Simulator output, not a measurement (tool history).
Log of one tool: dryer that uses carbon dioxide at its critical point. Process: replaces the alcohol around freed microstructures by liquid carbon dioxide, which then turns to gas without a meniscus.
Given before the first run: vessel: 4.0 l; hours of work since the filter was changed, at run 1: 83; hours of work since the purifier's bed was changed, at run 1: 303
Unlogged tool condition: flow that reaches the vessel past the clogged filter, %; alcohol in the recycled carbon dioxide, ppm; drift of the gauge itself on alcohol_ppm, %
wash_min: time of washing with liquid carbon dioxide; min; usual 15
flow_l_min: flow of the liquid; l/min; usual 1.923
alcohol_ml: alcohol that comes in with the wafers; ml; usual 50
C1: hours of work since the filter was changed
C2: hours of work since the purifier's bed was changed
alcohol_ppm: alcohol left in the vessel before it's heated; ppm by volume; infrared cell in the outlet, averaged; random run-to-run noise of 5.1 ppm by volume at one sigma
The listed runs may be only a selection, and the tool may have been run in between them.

Run 1, hour 0.0: usual settings; C1 83; C2 303. Result: alcohol_ppm 181 ppm by volume.
Run 2, hour 7.6: usual settings; C1 87; C2 307. Result: alcohol_ppm 174 ppm by volume.
Run 3, hour 20.0: usual settings; C1 95; C2 314. Result: alcohol_ppm 174 ppm by volume.
Run 4, hour 33.3: usual settings; C1 103; C2 322. Result: alcohol_ppm 178 ppm by volume.
Run 5, hour 47.3: usual settings; C1 111; C2 331. Result: alcohol_ppm 192 ppm by volume.
Run 6, hour 55.1: usual settings; C1 115; C2 335. Result: alcohol_ppm 186 ppm by volume.
Run 7, hour 63.4: usual settings; C1 120; C2 340. Result: alcohol_ppm 183 ppm by volume.
Run 8, hour 75.4: usual settings; C1 127; C2 347. Result: alcohol_ppm 183 ppm by volume.
Run 9, hour 86.0: usual settings but flow_l_min 1.540 l/min; C1 134; C2 353. Result: alcohol_ppm 346 ppm by volume.
Run 10, hour 95.1: usual settings but flow_l_min 1.540 l/min; C1 139; C2 359. Result: alcohol_ppm 354 ppm by volume.
Run 11, hour 105.8: usual settings; C1 145; C2 365. Result: alcohol_ppm 199 ppm by volume.
Run 12, hour 117.5: usual settings; C1 152; C2 372. Result: alcohol_ppm 207 ppm by volume.
Run 13, hour 129.3: usual settings; C1 159; C2 379. Result: alcohol_ppm 202 ppm by volume.
Run 14, hour 143.5: usual settings; C1 167; C2 387. Result: alcohol_ppm 203 ppm by volume.
Run 15, hour 161.1: usual settings but wash_min 13 min, flow_l_min 1.560 l/min, alcohol_ml 25 ml; C1 178; C2 398. Result: alcohol_ppm 336 ppm by volume.
Run 16, hour 179.1: usual settings but wash_min 13 min, flow_l_min 1.510 l/min, alcohol_ml 25 ml; C1 188; C2 408. Result: alcohol_ppm 347 ppm by volume.
Run 17, hour 196.8: usual settings but wash_min 13 min, flow_l_min 1.510 l/min, alcohol_ml 21 ml; C1 199; C2 419. Result: alcohol_ppm 318 ppm by volume.
Run 18, hour 211.4: usual settings but wash_min 13 min, flow_l_min 1.510 l/min, alcohol_ml 21 ml; C1 207; C2 427. Result: alcohol_ppm 314 ppm by volume.
Run 19, hour 225.0: usual settings but wash_min 22 min, flow_l_min 1.510 l/min, alcohol_ml 51 ml; C1 215; C2 435. Result: alcohol_ppm 164 ppm by volume.
Run 20, hour 243.0: usual settings but wash_min 18 min, flow_l_min 3.170 l/min, alcohol_ml 108 ml; C1 226; C2 446. Result: alcohol_ppm 117 ppm by volume.
Run 21, hour 260.9: usual settings but wash_min 10 min, flow_l_min 1.890 l/min, alcohol_ml 108 ml; C1 237; C2 456. Result: alcohol_ppm 1334 ppm by volume.
At hour 264.4: inlet filter changed.
Run 22, hour 271.9: usual settings but wash_min 10 min, flow_l_min 1.890 l/min, alcohol_ml 108 ml; C1 4; C2 462. Result: alcohol_ppm 1059 ppm by volume.
Run 23, hour 289.5: usual settings but wash_min 24 min; C1 15; C2 473. Result: alcohol_ppm 145 ppm by volume.
Run 24, hour 297.4: usual settings but wash_min 19 min, flow_l_min 1.420 l/min, alcohol_ml 120 ml; C1 19; C2 477. Result: alcohol_ppm 377 ppm by volume.
Run 25, hour 310.4: usual settings but wash_min 16 min, flow_l_min 1.400 l/min, alcohol_ml 93 ml; C1 27; C2 485. Result: alcohol_ppm 584 ppm by volume.

Each row is a separate what-if for the run after 25, all from the same tool condition, not one after another. Results?
Run A, hour 320.9: usual settings but wash_min 24 min, flow_l_min 3.130 l/min, alcohol_ml 21 ml; C1 33; C2 491. Result: alcohol_ppm ?.
Run B, hour 320.9: usual settings but wash_min 16 min, flow_l_min 2.570 l/min, alcohol_ml 35 ml; C1 33; C2 491. Result: alcohol_ppm ?.
Run C, hour 320.9: usual settings but wash_min 14 min, flow_l_min 1.420 l/min, alcohol_ml 72 ml; C1 33; C2 491. Result: alcohol_ppm ?.
Run D, hour 320.9: usual settings but wash_min 10 min; C1 33; C2 491. Result: alcohol_ppm ?.

run  alcohol_ppm
  A          134
  B          149
  C          682
  D          568
With no hidden state in the tool, these same runs would have given:
run  alcohol_ppm
  A            5
  B           16
  C          524
  D          416
